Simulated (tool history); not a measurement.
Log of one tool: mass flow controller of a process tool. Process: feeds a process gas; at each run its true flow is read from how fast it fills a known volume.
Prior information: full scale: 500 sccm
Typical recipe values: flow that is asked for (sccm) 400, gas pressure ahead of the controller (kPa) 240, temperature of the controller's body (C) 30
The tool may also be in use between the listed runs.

| run | hour | flow that is asked for (sccm) | gas pressure ahead of the controller (kPa) | temperature of the controller's body (C) | true flow (%) |
|---|---|---|---|---|---|
| 1 | 0 | 400 | 240 | 30 | 98.39 |
| 2 | 242.6 | 400 | 240 | 28 | 98.51 |
| 3 | 369.3 | 400 | 240 | 28 | 98.31 |
| 4 | 614.8 | 400 | 240 | 28 | 98.21 |
| 5 | 785.9 | 400 | 240 | 28 | 98.3 |
| 6 | 938.4 | 400 | 240 | 28 | 98.11 |
| 7 | 1191.6 | 400 | 240 | 28 | 98.2 |
| 8 | 1351.9 | 400 | 240 | 28 | 98.11 |
| 9 | 1460.2 | 400 | 240 | 30 | 98.22 |
| 10 | 1687.1 | 400 | 240 | 30 | 98.26 |
| 11 | 1855 | 400 | 240 | 30 | 98.15 |
| 12 | 1998.5 | 400 | 240 | 30 | 98.07 |
| 13 | 2140.8 | 400 | 189 | 30 | 98.1 |
| 14 | 2319.6 | 400 | 240 | 30 | 97.96 |
| 15 | 2521.8 | 400 | 240 | 30 | 98.01 |
| 16 | 2649.2 | 400 | 240 | 30 | 97.89 |
| 17 | 2879.9 | 400 | 240 | 30 | 97.83 |
| 18 | 3009.8 | 400 | 240 | 30 | 97.86 |
| 19 | 3221.5 | 81 | 240 | 30 | 92.3 |
| 20 | 3375.4 | 81 | 240 | 30 | 92.18 |
| 21 | 3614.2 | 81 | 240 | 30 | 91.95 |
| 22 | 3807.3 | 81 | 200 | 30 | 91.9 |
| 23 | 3977.8 | 81 | 200 | 30 | 91.86 |
| 24 | 4167.1 | 400 | 240 | 30 | 97.6 |
| 25 | 4350.5 | 400 | 240 | 30 | 97.52 |
| 26 | 4479 | 216 | 165 | 23 | 95.44 |
| 27 | 4601.7 | 216 | 165 | 23 | 97.36 |
| 28 | 4791.5 | 216 | 165 | 23 | 97.15 |
| 29 | 4900.7 | 216 | 165 | 23 | 97.21 |
| 30 | 5033.3 | 150 | 200 | 25 | 96.54 |
| 31 | 5243.3 | 150 | 200 | 25 | 96.54 |
| 32 | 5429.6 | 113 | 163 | 27 | 96.39 |
| 33 | 5536.3 | 113 | 163 | 27 | 96.28 |
| 34 | 5714.1 | 113 | 253 | 33 | 96.04 |
| 35 | 5956.9 | 264 | 270 | 32 | 97.18 |
| 36 | 6155 | 372 | 232 | 32 | 98.24 |
| 37 | 6325.8 | 65 | 167 | 31 | 94.78 |
| 38 | 6503.2 | 135 | 204 | 38 | 96.39 |
| 39 | 6675 | 327 | 249 | 34 | 97.73 |
| 40 | 6814.6 | 327 | 249 | 34 | 97.66 |
| 41 | 7047 | 397 | 200 | 24 | 97.94 |
| 42 | 7178.3 | 397 | 200 | 26 | 97.84 |
| 43 | 7412.3 | 397 | 200 | 26 | 97.85 |
| 44 | 7636.7 | 397 | 200 | 26 | 97.8 |
| 45 | 7887.6 | 397 | 200 | 26 | 97.7 |
| 46 | 8140 | 397 | 200 | 26 | 97.69 |
| 47 | 8350.6 | 166 | 228 | 35 | 95.62 |

Withheld: 1 entry from between the runs. Position of each, and hidden state at the listed run before versus the listed run after:
Between runs 26 and 27: controller's zero set anew (hour 4552.3)
  flow at rest that the sensor doesn't see, % of full scale: -0.876 -> -0.028; true flow over the shown one, %: -0.9 -> -0.91
  measured result minus the result with no hidden state, true flow (%): -2.93 -> -0.98

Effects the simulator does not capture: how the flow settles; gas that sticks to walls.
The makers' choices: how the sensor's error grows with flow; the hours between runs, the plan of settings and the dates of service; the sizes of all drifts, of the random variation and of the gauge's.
